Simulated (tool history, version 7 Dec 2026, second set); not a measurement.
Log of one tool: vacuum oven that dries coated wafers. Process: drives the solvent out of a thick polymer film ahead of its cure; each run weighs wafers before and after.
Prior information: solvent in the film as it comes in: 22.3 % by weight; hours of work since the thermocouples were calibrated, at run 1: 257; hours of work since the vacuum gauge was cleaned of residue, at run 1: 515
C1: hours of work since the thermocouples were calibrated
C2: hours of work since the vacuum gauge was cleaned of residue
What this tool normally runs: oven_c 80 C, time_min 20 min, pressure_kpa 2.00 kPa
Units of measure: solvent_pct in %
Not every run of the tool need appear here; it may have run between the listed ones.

run 1 hour=0.0 | oven_c=80 time_min=20 pressure_kpa=2.00 | C1=257 C2=515 | solvent_pct=5.26
run 2 hour=46.8 | oven_c=81 time_min=20 pressure_kpa=2.00 | C1=279 C2=537 | solvent_pct=4.80
run 3 hour=99.3 | oven_c=81 time_min=20 pressure_kpa=2.00 | C1=304 C2=562 | solvent_pct=4.68
run 4 hour=149.3 | oven_c=81 time_min=20 pressure_kpa=2.00 | C1=328 C2=586 | solvent_pct=4.93
run 5 hour=223.8 | oven_c=80 time_min=20 pressure_kpa=2.00 | C1=364 C2=622 | solvent_pct=5.43
run 6 hour=303.2 | oven_c=84 time_min=20 pressure_kpa=2.00 | C1=402 C2=660 | solvent_pct=3.58
run 7 hour=401.2 | oven_c=84 time_min=20 pressure_kpa=2.00 | C1=449 C2=707 | solvent_pct=3.56
run 8 hour=442.5 | oven_c=84 time_min=20 pressure_kpa=2.00 | C1=469 C2=727 | solvent_pct=3.59
-- hour=450.8 vacuum gauge cleaned of residue and calibrated
run 9 hour=516.3 | oven_c=80 time_min=26 pressure_kpa=2.00 | C1=504 C2=31 | solvent_pct=4.07
run 10 hour=583.5 | oven_c=80 time_min=26 pressure_kpa=2.00 | C1=536 C2=64 | solvent_pct=4.09
run 11 hour=652.1 | oven_c=80 time_min=26 pressure_kpa=2.00 | C1=569 C2=97 | solvent_pct=4.05
-- hour=701.1 vacuum gauge cleaned of residue and calibrated, once more
run 12 hour=731.3 | oven_c=80 time_min=20 pressure_kpa=2.00 | C1=606 C2=14 | solvent_pct=5.41
run 13 hour=779.2 | oven_c=80 time_min=20 pressure_kpa=2.00 | C1=629 C2=38 | solvent_pct=5.41
run 14 hour=843.4 | oven_c=80 time_min=33 pressure_kpa=1.08 | C1=660 C2=68 | solvent_pct=2.36
run 15 hour=892.5 | oven_c=65 time_min=33 pressure_kpa=1.08 | C1=684 C2=92 | solvent_pct=10.13
run 16 hour=986.0 | oven_c=83 time_min=24 pressure_kpa=1.19 | C1=729 C2=137 | solvent_pct=2.81
run 17 hour=1049.1 | oven_c=87 time_min=20 pressure_kpa=1.73 | C1=759 C2=167 | solvent_pct=2.46
run 18 hour=1125.5 | oven_c=87 time_min=20 pressure_kpa=1.73 | C1=796 C2=204 | solvent_pct=2.43
run 19 hour=1200.1 | oven_c=74 time_min=12 pressure_kpa=2.49 | C1=831 C2=240 | solvent_pct=12.01
run 20 hour=1240.1 | oven_c=78 time_min=12 pressure_kpa=1.05 | C1=851 C2=259 | solvent_pct=9.54
-- hour=1247.9 oven's thermocouples calibrated
run 21 hour=1332.1 | oven_c=76 time_min=20 pressure_kpa=4.65 | C1=40 C2=302 | solvent_pct=8.18
run 22 hour=1422.7 | oven_c=81 time_min=20 pressure_kpa=6.70 | C1=84 C2=345 | solvent_pct=6.06
run 23 hour=1504.9 | oven_c=83 time_min=15 pressure_kpa=4.69 | C1=123 C2=385 | solvent_pct=6.27
run 24 hour=1584.0 | oven_c=83 time_min=12 pressure_kpa=6.73 | C1=161 C2=423 | solvent_pct=7.95

Hidden condition of the tool, last listed run before each entry between runs versus first listed run after:
Run 8 -> run 9: vacuum gauge cleaned of residue and calibrated (hour 450.8)
  true wafer temperature over the reading, C: -0.38 -> -0.43; true pressure over the reading, kPa: 0.289 -> 0.497
  difference, measured minus the result without the unlogged condition, solvent_pct: +0.24 -> +0.36 %
Run 11 -> run 12: vacuum gauge cleaned of residue and calibrated, once more (hour 701.1)
  true wafer temperature over the reading, C: -0.51 -> -0.56; true pressure over the reading, kPa: 0.524 -> 0.019
  difference, measured minus the result without the unlogged condition, solvent_pct: +0.39 -> +0.28 %
Run 20 -> run 21: oven's thermocouples calibrated (hour 1247.9)
  true wafer temperature over the reading, C: -0.87 -> -0.25; true pressure over the reading, kPa: 0.118 -> 0.136
  difference, measured minus the result without the unlogged condition, solvent_pct: +0.45 -> +0.18 %
